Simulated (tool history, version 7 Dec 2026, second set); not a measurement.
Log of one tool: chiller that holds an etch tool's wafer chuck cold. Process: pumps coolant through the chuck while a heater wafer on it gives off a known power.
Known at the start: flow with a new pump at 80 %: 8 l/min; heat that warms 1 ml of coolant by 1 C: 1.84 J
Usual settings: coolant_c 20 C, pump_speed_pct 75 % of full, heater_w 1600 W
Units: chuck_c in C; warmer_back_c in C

run	hour	coolant_c	pump_speed_pct	heater_w	chuck_c	warmer_back_c
1	0	20	75	1600	37.4	6.97
2	140.5	20	75	1600	37.5	7.04
3	284.8	20	75	1600	37.5	7.01
4	412.4	20	75	1600	37.3	7
5	628.2	20	75	1600	37.5	6.93
6	740	20	93	1600	35.4	5.5
7	947.3	20	93	1600	35.5	5.48
8	1115.8	20	75	1600	37.4	6.85
9	1307.8	22	75	1600	39.5	6.87
10	1431.1	22	75	1600	39.4	6.93
11	1526.4	22	75	1600	39.6	6.83
12	1659.3	22	75	1600	39.6	6.78
13	1864.6	22	75	1600	39.5	6.79
14	2062.8	27	75	1600	44.4	6.84
15	2196.1	27	75	1600	44.4	6.78
# hour 2251.6: gauge calibrated
16	2307.4	27	75	1213	40.2	5.36
17	2502.8	20	75	1135	32.4	4.98
18	2677.8	27	65	1712	47.4	8.61
# hour 2742.3: chiller's thermometer calibrated
# hour 2827.6: coolant pump overhauled
19	2885.8	27	65	1712	47.4	8.64
20	3089.4	11	67	1712	31	8.41
21	3250.4	11	81	1055	21.9	4.16
22	3353.3	16	94	1407	29.4	4.74
23	3444.9	16	94	1407	29.5	4.74
24	3603.5	16	94	1407	29.4	4.77
25	3734.3	25	75	1600	42.4	6.83
26	3953.4	20	75	1137	32.4	4.79
27	4116.5	20	66	2102	44.8	10.36
28	4316.4	20	66	1005	31.8	4.87
29	4416.5	25	66	1005	36.7	4.8
30	4529.1	19	66	1239	33.7	5.97
31	4669.6	17	91	1167	28.3	3.92
# hour 4736.2: gauge calibrated
32	4800.3	17	91	1167	28.3	4.15
33	5001.7	17	91	1167	28.4	4.09

Hidden state or all else? Some run-to-run changes of warmer_back_c, split into what the settings, what came in and random variation would give without the hidden state, and what is left for the hidden state (with any gauge scatter that isn't in both results):
The hidden state here: heat passed by the chuck's channels, % of clean ones'; flow at a given pump speed, % of a new pump's; coolant's true temperature over the reading, C; drift of the gauge itself on chuck_c, C; drift of the gauge itself on warmer_back_c, C.
Run 8 -> 9: coolant_c 20 -> 22. warmer_back_c +0.02 C: hidden state -0.03, all else +0.05.
Run 15 -> 16: heater_w 1600 -> 1213, gauge calibrated. warmer_back_c -1.42 C: hidden state +0.22, all else -1.64.
Run 20 -> 21: pump_speed_pct 67 -> 81, heater_w 1712 -> 1055. warmer_back_c -4.25 C: hidden state -0.02, all else -4.23.
Run 26 -> 27: pump_speed_pct 75 -> 66, heater_w 1137 -> 2102. warmer_back_c +5.57 C: hidden state -0.01, all else +5.58.
Run 27 -> 28: heater_w 2102 -> 1005. warmer_back_c -5.49 C: hidden state -0.03, all else -5.46.
Run 31 -> 32: gauge calibrated. warmer_back_c +0.23 C: hidden state +0.24, all else -0.01.

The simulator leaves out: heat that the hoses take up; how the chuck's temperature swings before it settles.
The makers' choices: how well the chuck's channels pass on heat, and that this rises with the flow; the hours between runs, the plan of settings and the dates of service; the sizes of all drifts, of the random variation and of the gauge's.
